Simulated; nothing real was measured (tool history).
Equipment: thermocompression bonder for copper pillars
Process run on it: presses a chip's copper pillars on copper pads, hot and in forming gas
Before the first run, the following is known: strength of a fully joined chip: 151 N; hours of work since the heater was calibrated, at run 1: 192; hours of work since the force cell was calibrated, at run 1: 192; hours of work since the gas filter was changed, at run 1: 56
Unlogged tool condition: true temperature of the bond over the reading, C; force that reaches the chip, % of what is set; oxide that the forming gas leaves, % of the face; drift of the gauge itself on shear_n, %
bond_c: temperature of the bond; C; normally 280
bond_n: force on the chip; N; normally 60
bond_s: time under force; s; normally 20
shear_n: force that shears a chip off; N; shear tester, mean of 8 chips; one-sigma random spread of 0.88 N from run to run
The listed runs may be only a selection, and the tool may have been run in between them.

run   hour  bond_c  bond_n  bond_s  hours of work since the heater was calibrated  hours of work since the force cell was calibrated  hours of work since the gas filter was changed  shear_n
  1    0.0     280      60      20                                            192                                                192                                              56     72.1
  2    6.4     280      60      20                                            197                                                197                                              61     70.9
  3   14.0     280      60      20                                            203                                                203                                              67     71.9
  4   22.8     280      88      20                                            210                                                210                                              74     88.7
  5   28.9     280      60      20                                            215                                                215                                              79     72.1
  6   36.3     280      60      20                                            221                                                221                                              85     71.1
  7   43.6     280      60      20                                            226                                                226                                              90     71.5
  8   52.2     280      60      20                                            233                                                233                                              97     70.8
  9   62.5     280      60      20                                            241                                                241                                             105     69.5
 10   69.5     280      60      20                                            247                                                247                                             111     71.4
 11   79.8     280      60      20                                            255                                                255                                             119     69.7
 12   88.6     280      60      27                                            262                                                262                                             126     79.5
 13   97.3     280      60      27                                            269                                                269                                             133     77.9
 14  106.0     280      60      17                                            275                                                275                                             140     66.1
 15  113.9     280      60      17                                            282                                                282                                             146     66.7
 16  120.1     280      60      17                                            286                                                286                                             151     65.9
 17  129.5     280      60      17                                            294                                                294                                             158     65.5
 18  135.6     280      71      59                                            299                                                299                                             163    103.4
 19  146.3     284      71      25                                            307                                                307                                             171     85.2
 20  156.5     284      71      25                                            315                                                315                                             179     86.4
     159.5  -- heater calibrated with a thermocouple chip
 21  167.9     257      73      20                                              7                                                322                                             187     60.7
     180.3  -- heater calibrated with a thermocouple chip, once more
 22  180.5     305      78      13                                              0                                                331                                             195     89.4
     181.6  -- forming gas filter changed
 23  190.1     277      61      45                                              7                                                338                                               7     92.3
 24  195.6     280      77      52                                             12                                                342                                              11    109.5
 25  201.0     280      52      20                                             16                                                347                                              15     66.6
 26  207.0     280      48      20                                             21                                                351                                              20     62.9
 27  213.6     254      60      58                                             26                                                356                                              25     80.0
 28  223.8     291      36      12                                             34                                                364                                              33     49.0
 29  231.0     291      36      12                                             39                                                370                                              39     47.5

3 ways to go on from here, each from the tool as it stands after run 29. What would each give?
  A  235.8     296      82      39                                             43                                                374                                              43        ?
  B  235.8     297      82      22                                             43                                                374                                              43        ?
  C  235.8     309      66      26                                             43                                                374                                              43        ?

run  shear_n
  A    114.6
  B    104.2
  C    104.2
Stripped of hidden state, with their random variation kept, the same runs would have yielded:
run  shear_n
  A    115.6
  B    105.0
  C    105.0
